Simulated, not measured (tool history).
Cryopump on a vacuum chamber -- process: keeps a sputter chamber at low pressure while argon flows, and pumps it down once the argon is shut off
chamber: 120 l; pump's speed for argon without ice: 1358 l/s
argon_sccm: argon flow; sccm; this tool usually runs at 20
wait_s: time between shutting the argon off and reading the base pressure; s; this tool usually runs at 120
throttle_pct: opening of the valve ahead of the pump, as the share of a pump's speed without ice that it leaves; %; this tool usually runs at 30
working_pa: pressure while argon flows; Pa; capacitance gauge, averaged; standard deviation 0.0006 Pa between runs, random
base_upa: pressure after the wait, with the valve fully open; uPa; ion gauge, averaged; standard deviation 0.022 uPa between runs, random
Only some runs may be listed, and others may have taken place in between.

run,hour,argon_sccm,wait_s,throttle_pct,working_pa,base_upa
1,0.0,20,120,30,0.0847,0.79
2,125.8,16,120,30,0.0677,0.93
3,183.5,20,120,30,0.0859,0.96
4,262.1,20,120,30,0.0847,0.97
5,360.4,20,28,30,0.0856,2.27
6,445.0,20,120,30,0.0844,1.17
7,544.6,20,120,30,0.0869,1.24
8,621.8,10,120,30,0.0438,1.26
9,713.1,22,120,30,0.0963,1.36
10,769.8,22,120,30,0.0955,1.39
11,847.5,22,120,30,0.0968,1.42
12,961.1,22,120,30,0.0980,1.55
# hour 998.9: pump warmed up, emptied and cooled again
13,1065.9,22,35,30,0.0925,2.40
14,1175.5,22,35,30,0.0920,2.47
15,1294.3,20,120,30,0.0851,1.55
# hour 1313.4: leaking fittings of the chamber tightened, without venting
16,1373.6,27,120,30,0.1153,0.68
17,1489.5,27,120,30,0.1144,0.71
18,1545.0,27,120,30,0.1145,0.78
19,1663.4,27,120,30,0.1168,0.84
20,1778.0,23,100,55,0.0560,0.97
21,1857.6,22,283,29,0.0993,0.80
22,1939.1,34,283,20,0.2179,0.82
23,2016.7,34,283,20,0.2180,0.85
24,2139.0,34,283,20,0.2194,0.94
25,2231.6,34,283,20,0.2188,1.00
26,2308.7,17,31,20,0.1093,2.36
27,2366.8,22,120,29,0.1002,1.39
# hour 2491.4: pump warmed up, emptied and cooled again
28,2498.8,25,153,34,0.0930,1.20
29,2565.9,31,120,30,0.1307,1.35
30,2655.8,14,43,30,0.0592,1.99
31,2727.8,33,43,59,0.0723,2.13
32,2836.0,8,23,19,0.0536,3.09
33,2934.5,9,31,36,0.0324,2.61

What if the next run were any one of these 3? Each begins from the tool's condition after run 33:
# hour 2951.9: leaking fittings of the chamber tightened, without venting
A,3044.9,20,253,30,?,?
# hour 2951.9: leaking fittings of the chamber tightened, without venting
B,3044.9,20,120,36,?,?
# hour 2951.9: leaking fittings of the chamber tightened, without venting
C,3044.9,9,46,36,?,?

run,working_pa,base_upa
A,0.0860,0.50
B,0.0719,0.69
C,0.0321,1.28
Take away the tool's hidden state, keep each run's random variation, and the runs would have read:
run,working_pa,base_upa
A,0.0834,0.40
B,0.0694,0.59
C,0.0309,1.18

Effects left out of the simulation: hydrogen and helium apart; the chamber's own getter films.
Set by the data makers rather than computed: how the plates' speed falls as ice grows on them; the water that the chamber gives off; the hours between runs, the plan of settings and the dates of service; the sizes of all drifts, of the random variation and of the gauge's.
